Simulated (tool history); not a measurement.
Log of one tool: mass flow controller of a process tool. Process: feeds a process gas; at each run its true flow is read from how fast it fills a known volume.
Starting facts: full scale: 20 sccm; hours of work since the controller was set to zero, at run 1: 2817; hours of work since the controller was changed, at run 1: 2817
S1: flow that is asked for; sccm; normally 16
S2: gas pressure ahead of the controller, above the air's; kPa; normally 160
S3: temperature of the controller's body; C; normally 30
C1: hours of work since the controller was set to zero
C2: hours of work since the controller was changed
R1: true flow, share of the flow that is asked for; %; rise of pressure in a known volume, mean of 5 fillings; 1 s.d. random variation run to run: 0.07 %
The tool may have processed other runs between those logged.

{"run": 1, "hour": 0.0, "S1": 16, "S2": 160, "S3": 30, "C1": 2817, "C2": 2817, "R1": 99.34}
{"run": 2, "hour": 307.3, "S1": 16, "S2": 160, "S3": 30, "C1": 2958, "C2": 2958, "R1": 99.17}
{"run": 3, "hour": 447.4, "S1": 16, "S2": 160, "S3": 30, "C1": 3022, "C2": 3022, "R1": 99}
{"run": 4, "hour": 743.1, "S1": 16, "S2": 160, "S3": 30, "C1": 3158, "C2": 3158, "R1": 98.79}
{"run": 5, "hour": 967.0, "S1": 16, "S2": 160, "S3": 30, "C1": 3260, "C2": 3260, "R1": 98.56}
{"run": 6, "hour": 1131.2, "S1": 16, "S2": 160, "S3": 30, "C1": 3336, "C2": 3336, "R1": 98.42}
{"run": 7, "hour": 1383.0, "S1": 16, "S2": 160, "S3": 30, "C1": 3451, "C2": 3451, "R1": 98.21}
{"run": 8, "hour": 1652.0, "S1": 16, "S2": 160, "S3": 30, "C1": 3574, "C2": 3574, "R1": 98.16}
{"run": 9, "hour": 1846.4, "S1": 16, "S2": 160, "S3": 30, "C1": 3663, "C2": 3663, "R1": 97.95}
{"run": 10, "hour": 2037.7, "S1": 16, "S2": 156, "S3": 30, "C1": 3751, "C2": 3751, "R1": 97.58}
{"run": 11, "hour": 2195.8, "S1": 16, "S2": 156, "S3": 30, "C1": 3823, "C2": 3823, "R1": 97.78}
{"run": 12, "hour": 2485.1, "S1": 16, "S2": 160, "S3": 30, "C1": 3956, "C2": 3956, "R1": 97.52}
{"run": 13, "hour": 2611.8, "S1": 16, "S2": 160, "S3": 30, "C1": 4014, "C2": 4014, "R1": 97.31}
{"run": 14, "hour": 2803.4, "S1": 16, "S2": 160, "S3": 30, "C1": 4102, "C2": 4102, "R1": 97}
{"run": 15, "hour": 3058.7, "S1": 16, "S2": 160, "S3": 30, "C1": 4218, "C2": 4218, "R1": 96.94}
{"run": 16, "hour": 3243.6, "S1": 16, "S2": 160, "S3": 30, "C1": 4303, "C2": 4303, "R1": 96.77}
{"hour": 3257.8, "done": "gauge calibrated"}
{"run": 17, "hour": 3436.4, "S1": 16, "S2": 160, "S3": 30, "C1": 4391, "C2": 4391, "R1": 99.11}
{"run": 18, "hour": 3603.7, "S1": 3, "S2": 160, "S3": 30, "C1": 4468, "C2": 4468, "R1": 97.04}
{"run": 19, "hour": 3815.3, "S1": 3, "S2": 160, "S3": 30, "C1": 4565, "C2": 4565, "R1": 96.87}
{"run": 20, "hour": 4117.0, "S1": 3, "S2": 160, "S3": 30, "C1": 4703, "C2": 4703, "R1": 96.58}
{"run": 21, "hour": 4276.6, "S1": 3, "S2": 160, "S3": 25, "C1": 4776, "C2": 4776, "R1": 96.36}
{"run": 22, "hour": 4538.1, "S1": 16, "S2": 160, "S3": 30, "C1": 4896, "C2": 4896, "R1": 98.27}
{"run": 23, "hour": 4676.0, "S1": 16, "S2": 160, "S3": 30, "C1": 4959, "C2": 4959, "R1": 98.34}
{"run": 24, "hour": 4930.9, "S1": 16, "S2": 160, "S3": 30, "C1": 5076, "C2": 5076, "R1": 98.12}
{"run": 25, "hour": 5171.2, "S1": 18, "S2": 172, "S3": 30, "C1": 5186, "C2": 5186, "R1": 98.13}
{"run": 26, "hour": 5452.8, "S1": 18, "S2": 172, "S3": 30, "C1": 5315, "C2": 5315, "R1": 98.01}
{"hour": 5609.9, "done": "controller's zero set anew"}
{"run": 27, "hour": 5739.1, "S1": 9, "S2": 160, "S3": 21, "C1": 59, "C2": 5446, "R1": 95.9}
{"hour": 5872.1, "done": "gauge calibrated"}
{"run": 28, "hour": 5946.5, "S1": 4, "S2": 250, "S3": 33, "C1": 154, "C2": 5541, "R1": 97.84}
{"run": 29, "hour": 6218.4, "S1": 3, "S2": 167, "S3": 20, "C1": 279, "C2": 5666, "R1": 96.7}
{"run": 30, "hour": 6519.8, "S1": 9, "S2": 169, "S3": 30, "C1": 417, "C2": 5804, "R1": 97.81}
{"run": 31, "hour": 6749.6, "S1": 9, "S2": 169, "S3": 30, "C1": 522, "C2": 5909, "R1": 97.59}
{"run": 32, "hour": 6960.5, "S1": 16, "S2": 160, "S3": 21, "C1": 619, "C2": 6006, "R1": 98.18}
{"run": 33, "hour": 7203.5, "S1": 16, "S2": 160, "S3": 21, "C1": 730, "C2": 6117, "R1": 98.01}
{"run": 34, "hour": 7399.2, "S1": 15, "S2": 205, "S3": 30, "C1": 820, "C2": 6207, "R1": 98.04}
{"run": 35, "hour": 7553.1, "S1": 4, "S2": 247, "S3": 30, "C1": 890, "C2": 6277, "R1": 96.41}
{"hour": 7584.2, "done": "controller exchanged for a calibrated one"}
{"run": 36, "hour": 7833.3, "S1": 16, "S2": 145, "S3": 30, "C1": 114, "C2": 114, "R1": 97.64}
{"run": 37, "hour": 7989.6, "S1": 16, "S2": 245, "S3": 30, "C1": 186, "C2": 186, "R1": 97.96}
{"run": 38, "hour": 8300.1, "S1": 6, "S2": 160, "S3": 30, "C1": 328, "C2": 328, "R1": 95.8}
{"run": 39, "hour": 8610.7, "S1": 7, "S2": 247, "S3": 30, "C1": 470, "C2": 470, "R1": 96.09}
{"run": 40, "hour": 8816.7, "S1": 7, "S2": 247, "S3": 30, "C1": 565, "C2": 565, "R1": 95.9}
{"run": 41, "hour": 9047.8, "S1": 4, "S2": 160, "S3": 34, "C1": 670, "C2": 670, "R1": 95.13}
{"run": 42, "hour": 9313.9, "S1": 4, "S2": 160, "S3": 34, "C1": 792, "C2": 792, "R1": 94.77}
{"run": 43, "hour": 9598.6, "S1": 9, "S2": 155, "S3": 27, "C1": 923, "C2": 923, "R1": 95.02}
{"run": 44, "hour": 9825.8, "S1": 3, "S2": 193, "S3": 32, "C1": 1027, "C2": 1027, "R1": 94.24}
{"run": 45, "hour": 10090.1, "S1": 16, "S2": 160, "S3": 23, "C1": 1148, "C2": 1148, "R1": 95.64}
{"run": 46, "hour": 10310.4, "S1": 3, "S2": 147, "S3": 25, "C1": 1249, "C2": 1249, "R1": 93.51}
{"run": 47, "hour": 10475.6, "S1": 3, "S2": 147, "S3": 25, "C1": 1324, "C2": 1324, "R1": 93.44}
{"run": 48, "hour": 10686.8, "S1": 3, "S2": 147, "S3": 25, "C1": 1421, "C2": 1421, "R1": 93.29}

Some steps in R1, run to run, broken into two amounts with sign: the step expected even without the hidden condition (settings, incoming material, random variation), and the rest, left for the hidden condition together with whatever gauge scatter is not in both the measured and the hidden-condition-free result:
Hidden state at play: flow at rest that the sensor doesn't see, % of full scale; true flow over the shown one, %; drift of the gauge itself on true_pct, %.
Run 16 -> 17: gauge calibrated. R1 +2.34 %: hidden state +2.51, all else -0.17.
Run 27 -> 28: S1 9 -> 4, S2 160 -> 250, S3 21 -> 33, gauge calibrated. R1 +1.94 %: hidden state +1.93, all else +0.01.
Run 37 -> 38: S1 16 -> 6, S2 245 -> 160. R1 -2.16 %: hidden state -0.22, all else -1.94.
Run 44 -> 45: S1 3 -> 16, S2 193 -> 160, S3 32 -> 23. R1 +1.4 %: hidden state -0.27, all else +1.67.
Run 45 -> 46: S1 16 -> 3, S2 160 -> 147, S3 23 -> 25. R1 -2.13 %: hidden state -0.1, all else -2.03.
